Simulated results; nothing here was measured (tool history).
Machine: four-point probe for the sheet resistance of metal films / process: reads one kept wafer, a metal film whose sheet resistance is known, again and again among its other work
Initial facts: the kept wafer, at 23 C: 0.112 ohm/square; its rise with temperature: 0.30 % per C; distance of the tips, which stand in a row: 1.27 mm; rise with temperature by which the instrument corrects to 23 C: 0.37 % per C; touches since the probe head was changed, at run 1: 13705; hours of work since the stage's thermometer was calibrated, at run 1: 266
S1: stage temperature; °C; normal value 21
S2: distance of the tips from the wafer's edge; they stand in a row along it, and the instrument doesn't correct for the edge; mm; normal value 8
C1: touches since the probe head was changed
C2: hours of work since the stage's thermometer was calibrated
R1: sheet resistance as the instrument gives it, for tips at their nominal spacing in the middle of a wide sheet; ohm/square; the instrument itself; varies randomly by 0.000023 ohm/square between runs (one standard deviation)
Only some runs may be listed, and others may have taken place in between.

run	hour	S1	S2	C1	C2	R1
1	0	21	8	13705	266	0.113013
2	27.2	21	8	14294	279	0.113032
3	50	21	8	14789	290	0.113037
4	65.6	21	8	15126	297	0.113023
5	79	21	8	15415	304	0.113
6	96.3	21	8	15791	312	0.112994
7	112	21	8	16131	320	0.113026
8	125.9	21	8	16431	326	0.112992
9	141.6	21	8	16770	334	0.11304
10	163.2	21	8	17238	344	0.112999
11	182.7	21	15	17661	354	0.111995
12	197.4	21	8	17978	361	0.113014
13	225.1	21	8	18578	374	0.113013
14	251.4	21	8	19149	387	0.11304
15	273.7	33	8	19631	397	0.112038
16	290.6	33	8	19996	406	0.112052
# hour 293.3: stage's thermometer calibrated
17	310	21	8	20406	8	0.113042
18	327.5	21	8	20785	16	0.113012
19	342.3	22	8	21104	24	0.112917
20	366.7	22	8	21634	35	0.112926
21	385.8	22	8	22046	45	0.112918
22	412.3	22	8	22621	57	0.112911
23	429.2	21	8	22986	65	0.113047
24	454	27	49	23523	77	0.11112
# hour 466.2: stage's thermometer calibrated, once more
25	481.9	27	4	24116	8	0.116801
26	495.2	27	4	24403	14	0.116826
27	514.9	21	14	24831	23	0.112068
28	541.3	24	9	25402	36	0.112488
29	558.2	24	9	25769	44	0.112505
30	573.4	24	9	26096	52	0.112504
31	600.2	24	22	26676	64	0.111538
32	618.4	24	22	27071	73	0.111518
33	634.1	21	12	27411	81	0.112237
34	650.6	23	27	27769	89	0.111515
35	675.8	23	27	28313	101	0.111562
36	700.9	23	27	28857	113	0.111539
37	720.4	23	5	29280	122	0.115177
38	736.3	26	18	29623	130	0.111423
39	762.6	24	21	30194	143	0.111541
40	776.2	24	21	30489	149	0.111562
41	792	24	21	30830	157	0.111535
42	817.6	33	4	31384	169	0.116337
43	841.8	33	4	31909	181	0.116283
44	856.6	33	4	32227	188	0.11628
45	875.7	23	46	32641	197	0.11148

3 options for the next run, each taken on its own from the tool as it stands now. Forecast them:
A	890.2	22	9	32956	204	?
B	890.2	18	46	32956	204	?
C	890.2	27	66	32956	204	?

run	R1
A	0.112677
B	0.111831
C	0.111154
Take away the tool's hidden state, keep each run's random variation, and the runs would have read:
run	R1
A	0.113269
B	0.112419
C	0.111738
